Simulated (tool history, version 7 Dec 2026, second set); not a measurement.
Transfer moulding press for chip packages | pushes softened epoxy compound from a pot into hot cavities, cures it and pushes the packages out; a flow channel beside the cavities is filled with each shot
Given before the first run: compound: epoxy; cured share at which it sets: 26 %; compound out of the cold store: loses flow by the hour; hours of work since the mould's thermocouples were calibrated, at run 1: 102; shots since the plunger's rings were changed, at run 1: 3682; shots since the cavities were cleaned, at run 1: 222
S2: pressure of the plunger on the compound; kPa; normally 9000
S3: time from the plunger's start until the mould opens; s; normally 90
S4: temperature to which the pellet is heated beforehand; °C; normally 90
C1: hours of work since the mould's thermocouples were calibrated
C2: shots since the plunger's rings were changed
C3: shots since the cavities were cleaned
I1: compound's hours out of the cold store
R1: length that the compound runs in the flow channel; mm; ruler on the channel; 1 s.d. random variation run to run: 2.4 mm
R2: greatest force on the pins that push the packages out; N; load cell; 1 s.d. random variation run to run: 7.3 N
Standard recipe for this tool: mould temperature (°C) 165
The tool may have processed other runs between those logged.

run 1 hour=0 | mould_temperature_(°C)=165 S2=9000 S3=90 S4=90 | C1=102 C2=3682 C3=222 | I1=37.8 | R1=470 R2=294
-- hour=32.7 plunger's sealing rings changed
-- hour=58.5 cavities cleaned with cleaning compound and waxed
run 2 hour=78.6 | mould_temperature_(°C)=165 S2=9000 S3=90 S4=90 | C1=160 C2=704 C3=319 | I1=16.2 | R1=562 R2=312
-- hour=127.9 cavities cleaned with cleaning compound and waxed
run 3 hour=147.5 | mould_temperature_(°C)=165 S2=9000 S3=90 S4=90 | C1=213 C2=1772 C3=311 | I1=24.6 | R1=521 R2=296
-- hour=201.5 cavities cleaned with cleaning compound and waxed
run 4 hour=215.9 | mould_temperature_(°C)=165 S2=9000 S3=90 S4=90 | C1=265 C2=2832 C3=228 | I1=13.6 | R1=576 R2=309
run 5 hour=257.5 | mould_temperature_(°C)=165 S2=9000 S3=90 S4=90 | C1=297 C2=3492 C3=888 | I1=35.5 | R1=477 R2=301
-- hour=275.6 cavities cleaned with cleaning compound and waxed
-- hour=304.5 plunger's sealing rings changed
run 6 hour=333.7 | mould_temperature_(°C)=165 S2=9000 S3=90 S4=90 | C1=353 C2=463 C3=882 | I1=37.7 | R1=473 R2=290
-- hour=347 cavities cleaned with cleaning compound and waxed
-- hour=369.3 mould's thermocouples calibrated
run 7 hour=408.8 | mould_temperature_(°C)=165 S2=9890 S3=106 S4=90 | C1=31 C2=1597 C3=948 | I1=31 | R1=517 R2=277
-- hour=424.2 cavities cleaned with cleaning compound and waxed
run 8 hour=490.5 | mould_temperature_(°C)=171 S2=7590 S3=87 S4=80 | C1=93 C2=2869 C3=1051 | I1=12.7 | R1=516 R2=257
-- hour=500.2 cavities cleaned with cleaning compound and waxed
run 9 hour=546.7 | mould_temperature_(°C)=165 S2=9430 S3=82 S4=90 | C1=136 C2=3735 C3=738 | I1=17.7 | R1=568 R2=366
-- hour=569.9 cavities cleaned with cleaning compound and waxed
-- hour=578.5 plunger's sealing rings changed
run 10 hour=627.3 | mould_temperature_(°C)=163 S2=9430 S3=103 S4=90 | C1=195 C2=773 C3=871 | I1=32.6 | R1=504 R2=282
-- hour=643.1 cavities cleaned with cleaning compound and waxed
run 11 hour=674 | mould_temperature_(°C)=162 S2=7660 S3=76 S4=96 | C1=230 C2=1489 C3=490 | I1=35 | R1=447 R2=458
-- hour=712 cavities cleaned with cleaning compound and waxed
run 12 hour=759.1 | mould_temperature_(°C)=169 S2=9000 S3=90 S4=90 | C1=295 C2=2814 C3=747 | I1=45 | R1=437 R2=257

Forecast each of these 3 alternatives for the next run:
-- hour=782.8 cavities cleaned with cleaning compound and waxed
run A hour=821.9 | mould_temperature_(°C)=165 S2=9620 S3=90 S4=81 | C1=343 C2=3786 C3=620 | I1=25 | R1=? R2=?
-- hour=782.8 cavities cleaned with cleaning compound and waxed
run B hour=821.9 | mould_temperature_(°C)=169 S2=9000 S3=90 S4=97 | C1=343 C2=3786 C3=620 | I1=41.4 | R1=? R2=?
-- hour=782.8 cavities cleaned with cleaning compound and waxed
run C hour=821.9 | mould_temperature_(°C)=169 S2=10090 S3=80 S4=90 | C1=343 C2=3786 C3=620 | I1=19.6 | R1=? R2=?

run=A R1=542 R2=296
run=B R1=444 R2=267
run=C R1=571 R2=298
Without the tool's hidden state the same runs would have given:
run=A R1=542 R2=292
run=B R1=444 R2=263
run=C R1=571 R2=293
